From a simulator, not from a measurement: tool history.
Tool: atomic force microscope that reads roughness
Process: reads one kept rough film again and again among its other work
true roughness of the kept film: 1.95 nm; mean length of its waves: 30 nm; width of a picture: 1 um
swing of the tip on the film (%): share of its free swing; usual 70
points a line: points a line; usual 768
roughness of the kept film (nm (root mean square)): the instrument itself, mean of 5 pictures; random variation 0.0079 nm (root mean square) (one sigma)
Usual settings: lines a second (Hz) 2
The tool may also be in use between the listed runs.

run   hour  lines a second (Hz)  swing of the tip on the film (%)  points a line  roughness of the kept film (nm (root mean square))
  1      0                    2                                70            768                                               1.706
  2   16.8                    2                                70            768                                               1.574
  3   31.2                    2                                70            768                                               1.486
  4     48                    2                                70            768                                                1.39
      51.6  -- new tip fitted
  5   58.3                  0.7                                70            768                                                1.68
  6   72.4                  0.6                                70            768                                               1.595
  7   89.5                  0.6                                70            768                                               1.505
  8   97.9                  0.6                                70            768                                               1.429
     102.9  -- new tip fitted
  9    112                  0.6                                88            954                                               1.646
 10  124.1                 0.51                                58            563                                               1.616
 11  136.1                 0.51                                58            630                                               1.532
 12  152.5                 0.87                                83            630                                               1.387

5 ways to go on from here, each from the tool as it stands after run 12. What would each give?
     154.5  -- new tip fitted
  A   164                 0.87                                83            815                                                   ?
     154.5  -- new tip fitted
  B   164                 0.87                                89            630                                                   ?
     154.5  -- new tip fitted
  C   164                 1.61                                58            426                                                   ?
     154.5  -- new tip fitted
  D   164                 1.74                                77            768                                                   ?
     154.5  -- new tip fitted
  E   164                    2                                70            451                                                   ?

run  roughness of the kept film (nm (root mean square))
  A                                               1.626
  B                                               1.598
  C                                               1.661
  D                                               1.578
  E                                               1.621
Without the tool's hidden state the same runs would have given:
run  roughness of the kept film (nm (root mean square))
  A                                               1.721
  B                                               1.691
  C                                               1.758
  D                                                1.67
  E                                               1.716
